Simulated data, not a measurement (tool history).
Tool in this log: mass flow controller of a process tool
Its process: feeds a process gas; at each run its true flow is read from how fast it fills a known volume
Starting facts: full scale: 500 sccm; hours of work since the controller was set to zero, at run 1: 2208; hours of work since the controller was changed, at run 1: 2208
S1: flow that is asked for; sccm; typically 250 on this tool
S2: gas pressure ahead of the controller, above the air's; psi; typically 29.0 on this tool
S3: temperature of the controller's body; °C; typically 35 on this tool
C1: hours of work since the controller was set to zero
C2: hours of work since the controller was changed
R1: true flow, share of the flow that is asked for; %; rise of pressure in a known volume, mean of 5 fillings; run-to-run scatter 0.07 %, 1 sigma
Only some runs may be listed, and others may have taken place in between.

run	hour	S1	S2	S3	C1	C2	R1
1	0.0	250	29.0	35	2208	2208	98.22
2	85.0	250	29.0	35	2257	2257	98.25
3	150.6	250	29.0	35	2295	2295	98.28
4	225.5	250	29.0	35	2338	2338	98.28
5	276.3	250	29.0	32	2368	2368	98.39
# hour 281.6: controller's zero set anew
6	321.8	250	29.0	32	23	2393	98.51
7	382.7	250	29.0	32	58	2429	98.45
# hour 433.0: controller's zero set anew, once more
8	451.9	65	29.0	35	11	2468	97.17
9	507.8	65	29.0	35	43	2500	97.10
10	595.3	131	29.0	27	94	2551	97.86
11	691.0	131	29.0	27	149	2606	97.95
12	748.9	68	21.8	20	182	2639	97.98
13	848.0	464	27.6	22	239	2696	99.73
14	930.4	464	27.6	22	287	2744	99.61
15	1022.2	464	27.6	22	340	2797	99.67

What if the next run were any one of these 3? Each begins from the tool's condition after run 15:
A	1111.1	208	40.5	32	391	2848	?
B	1111.1	53	21.3	38	391	2848	?
C	1111.1	250	29.0	33	391	2848	?

run	R1
A	97.93
B	96.99
C	98.05
What these runs would have given with no unlogged condition in the tool:
run	R1
A	98.36
B	97.25
C	98.49
